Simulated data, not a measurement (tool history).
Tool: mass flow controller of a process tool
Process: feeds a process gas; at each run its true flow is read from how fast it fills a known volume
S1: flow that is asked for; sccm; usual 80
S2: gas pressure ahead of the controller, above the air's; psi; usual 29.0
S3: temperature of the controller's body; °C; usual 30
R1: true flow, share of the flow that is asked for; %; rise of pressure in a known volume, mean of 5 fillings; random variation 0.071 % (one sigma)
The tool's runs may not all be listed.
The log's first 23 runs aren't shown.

{"run": 24, "hour": 3393.1, "S1": 80, "S2": 29.0, "S3": 30, "R1": 100.95}
{"run": 25, "hour": 3521.8, "S1": 85, "S2": 27.3, "S3": 26, "R1": 101.44}
{"run": 26, "hour": 3728.9, "S1": 85, "S2": 27.3, "S3": 26, "R1": 101.36}
{"run": 27, "hour": 3928.9, "S1": 85, "S2": 27.3, "S3": 26, "R1": 101.67}
{"run": 28, "hour": 4043.6, "S1": 85, "S2": 27.3, "S3": 26, "R1": 101.59}
{"run": 29, "hour": 4224.1, "S1": 85, "S2": 27.3, "S3": 26, "R1": 101.81}
{"run": 30, "hour": 4382.1, "S1": 85, "S2": 27.3, "S3": 26, "R1": 101.76}
{"run": 31, "hour": 4482.1, "S1": 51, "S2": 40.5, "S3": 31, "R1": 100.8}
{"run": 32, "hour": 4606.2, "S1": 21, "S2": 35.0, "S3": 35, "R1": 100.67}
{"run": 33, "hour": 4738.8, "S1": 48, "S2": 29.0, "S3": 37, "R1": 100.83}
{"run": 34, "hour": 4837.8, "S1": 48, "S2": 29.0, "S3": 37, "R1": 100.81}
{"run": 35, "hour": 5015.7, "S1": 112, "S2": 29.0, "S3": 21, "R1": 102.38}
{"run": 36, "hour": 5149.8, "S1": 112, "S2": 22.2, "S3": 22, "R1": 102.81}
{"run": 37, "hour": 5272.4, "S1": 40, "S2": 26.0, "S3": 36, "R1": 101.29}
{"run": 38, "hour": 5364.6, "S1": 40, "S2": 26.0, "S3": 36, "R1": 101.37}
{"hour": 5398.9, "done": "controller's zero set anew"}
{"run": 39, "hour": 5507.6, "S1": 45, "S2": 22.0, "S3": 22, "R1": 102.68}
{"run": 40, "hour": 5720.4, "S1": 29, "S2": 29.0, "S3": 30, "R1": 101.79}
{"run": 41, "hour": 5857.2, "S1": 191, "S2": 29.2, "S3": 27, "R1": 102.48}
{"run": 42, "hour": 6070.3, "S1": 191, "S2": 29.2, "S3": 27, "R1": 102.4}
{"hour": 6199.0, "done": "gauge calibrated"}
{"run": 43, "hour": 6287.8, "S1": 163, "S2": 23.6, "S3": 25, "R1": 100.25}
{"run": 44, "hour": 6507.4, "S1": 163, "S2": 20.6, "S3": 25, "R1": 100.46}
{"run": 45, "hour": 6726.7, "S1": 163, "S2": 25.2, "S3": 25, "R1": 100.27}
{"run": 46, "hour": 6876.1, "S1": 163, "S2": 25.2, "S3": 25, "R1": 100.45}
{"run": 47, "hour": 7090.9, "S1": 80, "S2": 30.6, "S3": 25, "R1": 100.21}
{"run": 48, "hour": 7222.4, "S1": 80, "S2": 30.6, "S3": 25, "R1": 100.16}

Forecast each of these 3 alternatives for the next run:
{"run": "A", "hour": 7432.5, "S1": 44, "S2": 28.0, "S3": 34, "R1": "?"}
{"run": "B", "hour": 7432.5, "S1": 77, "S2": 34.7, "S3": 35, "R1": "?"}
{"run": "C", "hour": 7432.5, "S1": 92, "S2": 33.9, "S3": 32, "R1": "?"}

run=A R1=99.53
run=B R1=99.25
run=C R1=99.62
Without the tool's hidden state the same runs would have given:
run=A R1=99.00
run=B R1=98.72
run=C R1=99.08
